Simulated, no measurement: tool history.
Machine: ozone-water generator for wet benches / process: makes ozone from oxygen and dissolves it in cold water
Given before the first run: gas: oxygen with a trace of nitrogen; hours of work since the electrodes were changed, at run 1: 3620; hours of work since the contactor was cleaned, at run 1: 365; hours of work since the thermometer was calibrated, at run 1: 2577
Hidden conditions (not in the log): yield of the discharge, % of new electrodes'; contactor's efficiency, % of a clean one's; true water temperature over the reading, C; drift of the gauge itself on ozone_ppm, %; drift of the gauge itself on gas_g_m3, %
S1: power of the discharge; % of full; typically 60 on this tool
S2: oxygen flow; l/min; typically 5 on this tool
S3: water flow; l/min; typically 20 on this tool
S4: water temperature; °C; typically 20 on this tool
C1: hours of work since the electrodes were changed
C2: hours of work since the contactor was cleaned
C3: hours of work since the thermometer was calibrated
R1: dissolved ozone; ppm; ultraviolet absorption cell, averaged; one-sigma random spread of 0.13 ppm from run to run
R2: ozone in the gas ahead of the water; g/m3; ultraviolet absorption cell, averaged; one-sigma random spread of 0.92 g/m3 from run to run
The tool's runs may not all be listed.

{"run": 1, "hour": 0.0, "S1": 60, "S2": 5, "S3": 20, "S4": 20, "C1": 3620, "C2": 365, "C3": 2577, "R1": 11.9, "R2": 126.4}
{"run": 2, "hour": 60.8, "S1": 50, "S2": 5, "S3": 20, "S4": 20, "C1": 3681, "C2": 425, "C3": 2637, "R1": 10.5, "R2": 110.5}
{"run": 3, "hour": 145.3, "S1": 50, "S2": 5, "S3": 20, "S4": 20, "C1": 3765, "C2": 509, "C3": 2721, "R1": 10.2, "R2": 109.7}
{"run": 4, "hour": 211.5, "S1": 50, "S2": 5, "S3": 20, "S4": 20, "C1": 3830, "C2": 575, "C3": 2787, "R1": 10.2, "R2": 109.8}
{"run": 5, "hour": 352.6, "S1": 50, "S2": 5, "S3": 20, "S4": 20, "C1": 3971, "C2": 715, "C3": 2927, "R1": 10.2, "R2": 109.4}
{"run": 6, "hour": 427.3, "S1": 60, "S2": 5.16, "S3": 20, "S4": 20, "C1": 4045, "C2": 789, "C3": 3001, "R1": 11.8, "R2": 123.3}
{"hour": 493.0, "done": "water thermometer calibrated"}
{"run": 7, "hour": 494.2, "S1": 60, "S2": 5, "S3": 20, "S4": 20, "C1": 4111, "C2": 855, "C3": 1, "R1": 11.6, "R2": 122.6}
{"run": 8, "hour": 580.8, "S1": 60, "S2": 5, "S3": 20, "S4": 20, "C1": 4197, "C2": 941, "C3": 87, "R1": 11.6, "R2": 124}
{"run": 9, "hour": 646.7, "S1": 60, "S2": 5, "S3": 23, "S4": 20, "C1": 4262, "C2": 1007, "C3": 153, "R1": 10.1, "R2": 123.4}
{"run": 10, "hour": 755.1, "S1": 60, "S2": 3.06, "S3": 20, "S4": 20, "C1": 4370, "C2": 1114, "C3": 260, "R1": 9.9, "R2": 144.7}
{"run": 11, "hour": 838.4, "S1": 67, "S2": 5, "S3": 20, "S4": 20, "C1": 4453, "C2": 1197, "C3": 343, "R1": 12, "R2": 130.7}
{"run": 12, "hour": 978.2, "S1": 60, "S2": 5, "S3": 20, "S4": 13, "C1": 4592, "C2": 1336, "C3": 482, "R1": 12.4, "R2": 120.7}
{"run": 13, "hour": 1076.3, "S1": 60, "S2": 5, "S3": 20, "S4": 13, "C1": 4689, "C2": 1434, "C3": 579, "R1": 12, "R2": 120}
{"run": 14, "hour": 1139.8, "S1": 60, "S2": 5, "S3": 20, "S4": 20, "C1": 4752, "C2": 1497, "C3": 643, "R1": 11.1, "R2": 120.3}
{"run": 15, "hour": 1247.5, "S1": 60, "S2": 5, "S3": 20, "S4": 20, "C1": 4859, "C2": 1604, "C3": 750, "R1": 10.8, "R2": 118.5}
{"hour": 1302.3, "done": "water thermometer calibrated, once more"}
{"run": 16, "hour": 1337.8, "S1": 60, "S2": 3.32, "S3": 20, "S4": 20, "C1": 4949, "C2": 1693, "C3": 35, "R1": 9.9, "R2": 134}
{"run": 17, "hour": 1403.6, "S1": 51, "S2": 5, "S3": 20, "S4": 27, "C1": 5014, "C2": 1758, "C3": 101, "R1": 8.7, "R2": 104.5}
{"run": 18, "hour": 1478.1, "S1": 41, "S2": 6.19, "S3": 24, "S4": 26, "C1": 5088, "C2": 1832, "C3": 175, "R1": 6.7, "R2": 83.9}
{"run": 19, "hour": 1551.9, "S1": 41, "S2": 6.19, "S3": 24, "S4": 26, "C1": 5161, "C2": 1906, "C3": 248, "R1": 6.5, "R2": 84.1}
{"hour": 1598.3, "done": "electrodes of the discharge changed"}
{"run": 20, "hour": 1680.1, "S1": 41, "S2": 6.19, "S3": 24, "S4": 26, "C1": 81, "C2": 2027, "C3": 369, "R1": 7.9, "R2": 99.7}
{"run": 21, "hour": 1752.5, "S1": 60, "S2": 6.3, "S3": 20, "S4": 13, "C1": 153, "C2": 2099, "C3": 441, "R1": 16.5, "R2": 140.5}
{"run": 22, "hour": 1849.9, "S1": 59, "S2": 7.66, "S3": 13, "S4": 25, "C1": 250, "C2": 2196, "C3": 538, "R1": 18.1, "R2": 129.9}
{"run": 23, "hour": 1936.0, "S1": 59, "S2": 7.66, "S3": 13, "S4": 25, "C1": 336, "C2": 2281, "C3": 624, "R1": 17.9, "R2": 130.1}
{"run": 24, "hour": 2021.0, "S1": 58, "S2": 5.82, "S3": 20, "S4": 25, "C1": 420, "C2": 2366, "C3": 708, "R1": 12.9, "R2": 140.8}
{"run": 25, "hour": 2126.0, "S1": 60, "S2": 2.86, "S3": 29, "S4": 20, "C1": 524, "C2": 2470, "C3": 812, "R1": 7.9, "R2": 180.3}
{"run": 26, "hour": 2185.5, "S1": 60, "S2": 7.33, "S3": 18, "S4": 12, "C1": 583, "C2": 2529, "C3": 872, "R1": 18.3, "R2": 131.6}
{"run": 27, "hour": 2253.8, "S1": 60, "S2": 7.33, "S3": 29, "S4": 12, "C1": 651, "C2": 2597, "C3": 939, "R1": 11.7, "R2": 130.7}
{"run": 28, "hour": 2343.5, "S1": 60, "S2": 7.33, "S3": 29, "S4": 22, "C1": 740, "C2": 2686, "C3": 1029, "R1": 10.1, "R2": 129.7}
{"hour": 2410.3, "done": "contactor cleaned"}
{"run": 29, "hour": 2447.3, "S1": 60, "S2": 7.33, "S3": 29, "S4": 22, "C1": 840, "C2": 37, "C3": 1128, "R1": 10.2, "R2": 131}
{"run": 30, "hour": 2565.5, "S1": 60, "S2": 3.14, "S3": 29, "S4": 22, "C1": 957, "C2": 154, "C3": 1245, "R1": 7.9, "R2": 172.4}

What if the next run were any one of these 5? Each begins from the tool's condition after run 30:
{"run": "A", "hour": 2655.3, "S1": 60, "S2": 4.01, "S3": 19, "S4": 20, "C1": 1046, "C2": 243, "C3": 1334, "R1": "?", "R2": "?"}
{"run": "B", "hour": 2655.3, "S1": 60, "S2": 7.45, "S3": 20, "S4": 20, "C1": 1046, "C2": 243, "C3": 1334, "R1": "?", "R2": "?"}
{"run": "C", "hour": 2655.3, "S1": 60, "S2": 3.14, "S3": 29, "S4": 13, "C1": 1046, "C2": 243, "C3": 1334, "R1": "?", "R2": "?"}
{"run": "D", "hour": 2655.3, "S1": 60, "S2": 6.64, "S3": 20, "S4": 20, "C1": 1046, "C2": 243, "C3": 1334, "R1": "?", "R2": "?"}
{"run": "E", "hour": 2655.3, "S1": 96, "S2": 3.14, "S3": 29, "S4": 15, "C1": 1046, "C2": 243, "C3": 1334, "R1": "?", "R2": "?"}

run=A R1=13.6 R2=159
run=B R1=14.5 R2=127.7
run=C R1=8.4 R2=169.9
run=D R1=14.4 R2=133.2
run=E R1=12.9 R2=260.4
What these runs would have given with no unlogged condition in the tool:
run=A R1=14.5 R2=167.6
run=B R1=15.4 R2=134.6
run=C R1=9 R2=179.2
run=D R1=15.3 R2=140.4
run=E R1=14.1 R2=282
